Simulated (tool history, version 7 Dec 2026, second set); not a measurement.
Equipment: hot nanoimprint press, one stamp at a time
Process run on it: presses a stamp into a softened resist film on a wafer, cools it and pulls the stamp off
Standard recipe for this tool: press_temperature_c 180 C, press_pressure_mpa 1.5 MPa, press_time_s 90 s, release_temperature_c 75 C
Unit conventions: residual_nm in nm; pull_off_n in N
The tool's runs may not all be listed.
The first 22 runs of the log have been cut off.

| run | hour | press_temperature_c | press_pressure_mpa | press_time_s | release_temperature_c | hours of work since the thermocouple was calibrated | imprints on the stamp's release coat | hours of work since the press's seals were changed | residual_nm | pull_off_n |
|---|---|---|---|---|---|---|---|---|---|---|
| 23 | 549.7 | 183 | 1.96 | 90 | 75 | 179 | 1846 | 446 | 102.3 | 329 |
| 24 | 576.3 | 183 | 1.5 | 90 | 75 | 194 | 1944 | 461 | 113.4 | 334 |
| 25 | 604.6 | 183 | 1.5 | 90 | 75 | 209 | 2048 | 477 | 113.2 | 355 |
| 26 | 636.4 | 180 | 1.5 | 90 | 64 | 227 | 2165 | 495 | 133.2 | 456 |
| 27 | 667.8 | 192 | 1.5 | 90 | 61 | 245 | 2281 | 512 | 70.5 | 486 |
|  | 683.4 | stamp cleaned and given a new release coat |
| 28 | 691.3 | 192 | 1.04 | 90 | 60 | 254 | 30 | 522 | 83.6 | 304 |
| 29 | 718.7 | 192 | 1.04 | 90 | 60 | 270 | 131 | 537 | 84.3 | 309 |
| 30 | 735.8 | 192 | 1.04 | 90 | 60 | 279 | 194 | 547 | 83.9 | 321 |

Below are 4 alternative next runs, each starting from the tool's condition after run 30. Predict each:
| A | 768.3 | 181 | 1.5 | 90 | 75 | 297 | 314 | 565 | ? | ? |
| B | 768.3 | 191 | 2.13 | 90 | 60 | 297 | 314 | 565 | ? | ? |
| C | 768.3 | 180 | 1.5 | 70 | 75 | 297 | 314 | 565 | ? | ? |
| D | 768.3 | 188 | 0.95 | 90 | 66 | 297 | 314 | 565 | ? | ? |

| run | residual_nm | pull_off_n |
|---|---|---|
| A | 124.1 | 243 |
| B | 62 | 321 |
| C | 146.5 | 237 |
| D | 106.5 | 301 |
Stripped of hidden state, with their random variation kept, the same runs would have yielded:
| run | residual_nm | pull_off_n |
|---|---|---|
| A | 129.8 | 232 |
| B | 64.1 | 304 |
| C | 152.9 | 226 |
| D | 111.7 | 286 |
